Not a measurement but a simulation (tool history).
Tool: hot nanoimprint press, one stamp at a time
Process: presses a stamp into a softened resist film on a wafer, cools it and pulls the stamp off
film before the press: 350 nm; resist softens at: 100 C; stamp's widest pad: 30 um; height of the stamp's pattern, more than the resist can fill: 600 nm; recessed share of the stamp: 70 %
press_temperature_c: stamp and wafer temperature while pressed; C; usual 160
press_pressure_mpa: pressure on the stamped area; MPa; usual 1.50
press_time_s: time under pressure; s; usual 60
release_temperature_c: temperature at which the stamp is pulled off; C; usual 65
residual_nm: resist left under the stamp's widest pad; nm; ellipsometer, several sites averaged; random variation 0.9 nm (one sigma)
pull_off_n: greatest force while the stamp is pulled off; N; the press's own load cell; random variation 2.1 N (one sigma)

run	hour	press_temperature_c	press_pressure_mpa	press_time_s	release_temperature_c	residual_nm	pull_off_n
1	0.0	160	1.50	60	65	119.9	128
2	17.4	160	1.50	60	65	118.3	124
3	31.9	162	1.50	60	65	105.5	131
4	43.7	162	1.50	60	65	104.0	127
5	62.2	162	1.50	60	65	106.6	132
6	81.4	160	1.65	60	65	112.1	131
7	90.8	160	1.50	60	65	116.6	129
8	107.5	160	1.50	60	65	118.2	132
9	123.7	160	1.50	60	65	116.2	128
10	139.0	160	1.50	60	65	116.6	134
11	155.1	160	1.50	60	65	116.3	132
12	170.2	160	1.50	60	65	109.5	132
13	179.2	160	1.50	60	65	108.9	138
14	189.1	160	1.50	60	65	110.0	134
15	200.0	160	1.50	60	65	110.1	134
16	216.4	160	1.06	60	63	134.4	141
17	234.1	164	1.55	60	68	84.6	98
18	247.6	160	1.93	83	65	97.8	109
19	263.4	160	2.27	60	65	98.9	112
20	279.3	160	2.27	60	65	99.7	111
21	297.8	160	2.27	60	65	98.1	115
22	315.7	157	1.64	113	51	112.8	147
23	330.7	150	1.50	60	65	217.9	115
24	347.3	158	1.17	40	65	182.3	116
25	358.6	158	1.17	40	54	183.6	144
26	371.0	158	1.17	40	54	178.7	143
27	387.8	163	1.14	43	65	140.4	118
28	408.0	163	1.14	43	65	138.1	115
29	423.3	160	1.39	51	65	137.6	121
30	439.2	160	1.39	51	65	135.8	114

Taken out of this log: 3 entries between the listed runs. Where each belongs, and how the hidden state differs across it:
Between runs 11 and 12: plate thermocouple calibrated (hour 159.6)
  true temperature over the reading, C: 1.54 -> 2.52; pressure that arrives at the usual setting, %: 98.44 -> 98.42; grip of the stamp's worn release coat, % over a new coat's: 23.8 -> 24.3
  measured less the result without the state, residual_nm: -9.4 -> -15.5 nm; pull_off_n: +22 -> +20 N
Between runs 16 and 17: stamp cleaned and given a new release coat (hour 233.6)
  true temperature over the reading, C: 2.63 -> 2.66; pressure that arrives at the usual setting, %: 98.37 -> 98.35; grip of the stamp's worn release coat, % over a new coat's: 26.4 -> 0
  measured less the result without the state, residual_nm: -19.4 -> -12.4 nm; pull_off_n: +23 -> -5 N
Between runs 17 and 18: plate thermocouple calibrated, once more (hour 244.0)
  true temperature over the reading, C: 2.66 -> 0; pressure that arrives at the usual setting, %: 98.35 -> 98.34; grip of the stamp's worn release coat, % over a new coat's: 0 -> 0.5
  measured less the result without the state, residual_nm: -12.4 -> +1.2 nm; pull_off_n: -5 -> +1 N
